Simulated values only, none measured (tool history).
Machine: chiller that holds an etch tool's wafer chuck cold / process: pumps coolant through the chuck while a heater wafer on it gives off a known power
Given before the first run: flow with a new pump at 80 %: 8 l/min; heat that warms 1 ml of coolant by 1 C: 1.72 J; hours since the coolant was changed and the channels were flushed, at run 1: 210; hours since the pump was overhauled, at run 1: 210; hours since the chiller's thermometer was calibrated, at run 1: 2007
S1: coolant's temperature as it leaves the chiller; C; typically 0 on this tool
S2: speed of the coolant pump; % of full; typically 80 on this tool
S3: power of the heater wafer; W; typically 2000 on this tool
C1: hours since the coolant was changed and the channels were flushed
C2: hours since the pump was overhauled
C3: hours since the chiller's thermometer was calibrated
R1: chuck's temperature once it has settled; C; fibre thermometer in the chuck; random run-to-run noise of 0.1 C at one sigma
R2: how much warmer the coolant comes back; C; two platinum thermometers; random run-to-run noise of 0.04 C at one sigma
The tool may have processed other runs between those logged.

{"run": 1, "hour": 0.0, "S1": 0, "S2": 80, "S3": 2000, "C1": 210, "C2": 210, "C3": 2007, "R1": 18.9, "R2": 8.78}
{"run": 2, "hour": 23.5, "S1": 0, "S2": 80, "S3": 2000, "C1": 233, "C2": 233, "C3": 2031, "R1": 19, "R2": 8.84}
{"run": 3, "hour": 50.5, "S1": 0, "S2": 80, "S3": 2000, "C1": 260, "C2": 260, "C3": 2058, "R1": 19.3, "R2": 8.77}
{"run": 4, "hour": 82.4, "S1": 0, "S2": 80, "S3": 2000, "C1": 292, "C2": 292, "C3": 2090, "R1": 19.3, "R2": 8.91}
{"run": 5, "hour": 101.2, "S1": 0, "S2": 80, "S3": 2000, "C1": 311, "C2": 311, "C3": 2109, "R1": 19.1, "R2": 8.82}
{"run": 6, "hour": 138.7, "S1": 0, "S2": 84, "S3": 2000, "C1": 348, "C2": 348, "C3": 2146, "R1": 18.7, "R2": 8.4}
{"hour": 147.8, "done": "coolant pump overhauled"}
{"run": 7, "hour": 171.9, "S1": 0, "S2": 80, "S3": 2000, "C1": 376, "C2": 24, "C3": 2174, "R1": 19.2, "R2": 8.87}
{"run": 8, "hour": 193.4, "S1": -9, "S2": 74, "S3": 1218, "C1": 398, "C2": 46, "C3": 2196, "R1": 3.6, "R2": 5.84}
{"run": 9, "hour": 225.0, "S1": 0, "S2": 71, "S3": 2783, "C1": 430, "C2": 77, "C3": 2227, "R1": 29.1, "R2": 13.76}
{"run": 10, "hour": 245.7, "S1": -6, "S2": 80, "S3": 1223, "C1": 450, "C2": 98, "C3": 2248, "R1": 6.3, "R2": 5.39}
{"run": 11, "hour": 288.8, "S1": -6, "S2": 80, "S3": 1223, "C1": 493, "C2": 141, "C3": 2291, "R1": 5.9, "R2": 5.48}
{"run": 12, "hour": 316.6, "S1": 5, "S2": 80, "S3": 2000, "C1": 521, "C2": 169, "C3": 2319, "R1": 24.5, "R2": 8.93}
{"hour": 324.3, "done": "coolant pump overhauled, once more"}
{"run": 13, "hour": 361.1, "S1": -2, "S2": 80, "S3": 1289, "C1": 561, "C2": 37, "C3": 2359, "R1": 10.6, "R2": 5.59}

Here are 5 independent what-if runs from the current tool condition. What would each one return?
{"run": "A", "hour": 395.0, "S1": 2, "S2": 80, "S3": 2000, "C1": 595, "C2": 71, "C3": 2392, "R1": "?", "R2": "?"}
{"run": "B", "hour": 395.0, "S1": 6, "S2": 80, "S3": 1430, "C1": 595, "C2": 71, "C3": 2392, "R1": "?", "R2": "?"}
{"run": "C", "hour": 395.0, "S1": 0, "S2": 64, "S3": 2538, "C1": 595, "C2": 71, "C3": 2392, "R1": "?", "R2": "?"}
{"run": "D", "hour": 395.0, "S1": 7, "S2": 80, "S3": 2611, "C1": 595, "C2": 71, "C3": 2392, "R1": "?", "R2": "?"}
{"run": "E", "hour": 395.0, "S1": 3, "S2": 73, "S3": 2073, "C1": 595, "C2": 71, "C3": 2392, "R1": "?", "R2": "?"}

run=A R1=21.3 R2=8.75
run=B R1=19.9 R2=6.19
run=C R1=28.3 R2=13.74
run=D R1=32 R2=11.33
run=E R1=24.3 R2=9.9
Without the tool's hidden state the same runs would have given:
run=A R1=20.4 R2=8.74
run=B R1=19.1 R2=6.19
run=C R1=27.2 R2=13.73
run=D R1=31 R2=11.32
run=E R1=23.3 R2=9.89
